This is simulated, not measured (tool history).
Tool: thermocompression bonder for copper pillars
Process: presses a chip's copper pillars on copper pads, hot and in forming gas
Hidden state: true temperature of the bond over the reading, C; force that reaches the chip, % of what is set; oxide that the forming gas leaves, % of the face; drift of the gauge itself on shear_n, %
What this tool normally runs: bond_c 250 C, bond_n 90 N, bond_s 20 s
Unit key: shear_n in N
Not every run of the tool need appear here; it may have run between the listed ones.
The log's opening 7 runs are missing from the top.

run	hour	bond_c	bond_n	bond_s	hours of work since the heater was calibrated	hours of work since the force cell was calibrated	hours of work since the gas filter was changed	shear_n
8	135.0	245	90	20	228	499	137	34.0
9	153.7	245	90	20	237	508	146	32.5
10	168.2	245	90	20	244	514	153	32.0
11	190.3	250	90	21	254	525	163	35.7
12	212.7	250	90	10	265	535	174	25.0
13	223.6	250	90	14	270	541	179	29.3
14	238.9	250	120	20	277	548	186	45.3
# hour 252.7: forming gas filter changed
15	255.1	250	90	20	285	555	1	37.4
16	272.3	250	86	20	293	563	9	34.8
17	294.1	250	90	29	303	574	20	42.8
18	318.5	250	90	29	315	585	31	42.2
19	334.8	250	90	29	322	593	39	41.8
20	353.9	250	90	20	331	602	48	35.1
21	369.6	261	102	19	339	609	55	45.4
22	387.3	250	116	20	347	618	63	47.0
23	406.6	250	116	20	356	627	73	46.4
24	425.7	223	77	27	365	636	82	23.7
25	438.5	250	108	20	371	642	88	43.3
26	458.2	250	117	23	381	651	97	49.3
27	478.5	226	120	23	390	661	107	38.5
28	495.4	226	120	23	398	669	115	37.5
29	505.8	225	79	59	403	673	119	32.7

For run 30, what comes out?
30	527.5	225	79	59	413	684	130	?

shear_n: 34.2 N
Had the tool carried no hidden state, the very same run would have given shear_n 41.4 N.
